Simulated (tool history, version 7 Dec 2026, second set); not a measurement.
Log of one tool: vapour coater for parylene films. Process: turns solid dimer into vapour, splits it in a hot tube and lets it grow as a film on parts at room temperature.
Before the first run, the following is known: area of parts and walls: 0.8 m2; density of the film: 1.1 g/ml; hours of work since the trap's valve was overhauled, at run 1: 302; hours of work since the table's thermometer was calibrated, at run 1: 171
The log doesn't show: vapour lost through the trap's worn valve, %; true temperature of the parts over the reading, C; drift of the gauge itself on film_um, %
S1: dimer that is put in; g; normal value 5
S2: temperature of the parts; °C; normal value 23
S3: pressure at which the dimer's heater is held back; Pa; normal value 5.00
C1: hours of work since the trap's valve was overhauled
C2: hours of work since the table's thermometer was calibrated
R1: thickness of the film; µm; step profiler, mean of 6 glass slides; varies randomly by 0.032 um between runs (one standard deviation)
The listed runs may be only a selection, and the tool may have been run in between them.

Run 1, hour 0.0: usual settings; C1 302; C2 171. Result: R1 2.97 µm.
Run 2, hour 14.4: usual settings; C1 308; C2 177. Result: R1 3.02 µm.
Run 3, hour 27.5: usual settings but S2 16 °C; C1 314; C2 183. Result: R1 3.64 µm.
Run 4, hour 41.2: usual settings; C1 320; C2 189. Result: R1 2.97 µm.
Run 5, hour 58.4: usual settings; C1 327; C2 197. Result: R1 2.95 µm.
Run 6, hour 73.4: usual settings; C1 334; C2 203. Result: R1 2.93 µm.
Run 7, hour 91.2: usual settings; C1 342; C2 211. Result: R1 2.97 µm.
At hour 96.2: trap's valve overhauled.
Run 8, hour 105.3: usual settings but S2 17 °C; C1 4; C2 215. Result: R1 3.44 µm.
Run 9, hour 117.9: usual settings but S2 17 °C, S3 7.06 Pa; C1 9; C2 221. Result: R1 3.20 µm.
Run 10, hour 129.6: usual settings but S3 2.53 Pa; C1 15; C2 226. Result: R1 3.31 µm.
Run 11, hour 140.3: usual settings but S3 2.53 Pa; C1 19; C2 231. Result: R1 3.26 µm.
Run 12, hour 148.1: usual settings but S3 2.53 Pa; C1 23; C2 234. Result: R1 3.33 µm.
At hour 168.9: trap's valve overhauled, once more.
Run 13, hour 170.5: usual settings but S1 6 g, S2 28 °C, S3 4.72 Pa; C1 1; C2 242. Result: R1 3.21 µm.
Run 14, hour 178.9: usual settings but S1 9 g, S2 24 °C, S3 2.74 Pa; C1 4; C2 246. Result: R1 6.10 µm.
Run 15, hour 192.2: usual settings but S1 4 g, S3 10.48 Pa; C1 10; C2 252. Result: R1 2.09 µm.
Run 16, hour 203.1: usual settings but S1 6 g, S3 4.96 Pa; C1 15; C2 256. Result: R1 3.73 µm.
Run 17, hour 214.1: usual settings but S2 16 °C; C1 20; C2 261. Result: R1 3.74 µm.
Run 18, hour 228.0: usual settings but S2 16 °C; C1 26; C2 267. Result: R1 3.74 µm.
Run 19, hour 236.3: usual settings; C1 30; C2 271. Result: R1 3.15 µm.
Run 20, hour 244.1: usual settings but S1 7 g, S2 26 °C; C1 33; C2 274. Result: R1 3.93 µm.
Run 21, hour 262.6: usual settings but S1 7 g, S2 26 °C; C1 41; C2 283. Result: R1 3.97 µm.
Run 22, hour 280.7: usual settings but S1 2 g, S2 25 °C, S3 9.05 Pa; C1 49; C2 291. Result: R1 1.04 µm.
Run 23, hour 297.6: usual settings but S1 2 g, S2 34 °C; C1 56; C2 298. Result: R1 0.85 µm.

Results for each run, recomputed without the tool's hidden state and with each run's random variation untouched:
run    R1
  1  3.08
  2  3.14
  3  3.79
  4  3.09
  5  3.08
  6  3.06
  7  3.10
  8  3.64
  9  3.39
 10  3.51
 11  3.46
 12  3.54
 13  3.19
 14  6.08
 15  2.08
 16  3.71
 17  3.73
 18  3.74
 19  3.14
 20  3.93
 21  3.97
 22  1.04
 23  0.85

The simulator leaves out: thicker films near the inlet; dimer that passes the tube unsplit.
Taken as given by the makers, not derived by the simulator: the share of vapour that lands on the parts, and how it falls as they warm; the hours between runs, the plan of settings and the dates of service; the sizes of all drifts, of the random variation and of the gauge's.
